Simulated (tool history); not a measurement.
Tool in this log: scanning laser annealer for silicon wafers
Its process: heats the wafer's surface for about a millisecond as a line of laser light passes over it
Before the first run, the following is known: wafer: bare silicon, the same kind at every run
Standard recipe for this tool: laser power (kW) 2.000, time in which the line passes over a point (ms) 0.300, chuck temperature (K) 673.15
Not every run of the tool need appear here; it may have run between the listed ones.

| run | day | laser power (kW) | time in which the line passes over a point (ms) | chuck temperature (K) | highest temperature of the surface (K) |
|---|---|---|---|---|---|
| 1 | 0.000 | 2.000 | 0.300 | 673.15 | 1465.15 |
| 2 | 3.100 | 2.000 | 0.300 | 673.15 | 1466.15 |
| 3 | 5.588 | 2.000 | 0.300 | 673.15 | 1462.15 |
| 4 | 8.708 | 2.000 | 0.300 | 673.15 | 1461.15 |
| 5 | 12.429 | 2.000 | 0.300 | 673.15 | 1454.15 |
| 6 | 15.221 | 2.000 | 0.300 | 673.15 | 1452.15 |
| 7 | 18.492 | 2.000 | 0.300 | 673.15 | 1456.15 |
| 8 | 21.812 | 2.000 | 0.302 | 673.15 | 1455.15 |
| 9 | 25.838 | 2.000 | 0.302 | 673.15 | 1452.15 |
|  | 28.279 | window over the wafer cleaned |
| 10 | 29.838 | 2.000 | 0.247 | 673.15 | 1380.15 |
| 11 | 33.796 | 2.000 | 0.344 | 673.15 | 1517.15 |
|  | 35.879 | optics aligned, line set to its width |
| 12 | 38.042 | 2.000 | 0.324 | 686.15 | 1506.15 |

Alternative continuations, all from the tool just after run 12; predict every row:
| A | 39.925 | 2.000 | 0.322 | 686.15 | ? |
| B | 39.925 | 2.099 | 0.317 | 662.15 | ? |
| C | 39.925 | 1.773 | 0.319 | 685.15 | ? |
| D | 39.925 | 1.843 | 0.324 | 642.15 | ? |

| run | highest temperature of the surface (K) |
|---|---|
| A | 1499.15 |
| B | 1508.15 |
| C | 1411.15 |
| D | 1399.15 |
Without the tool's hidden state the same runs would have given:
| run | highest temperature of the surface (K) |
|---|---|
| A | 1521.15 |
| B | 1531.15 |
| C | 1431.15 |
| D | 1419.15 |
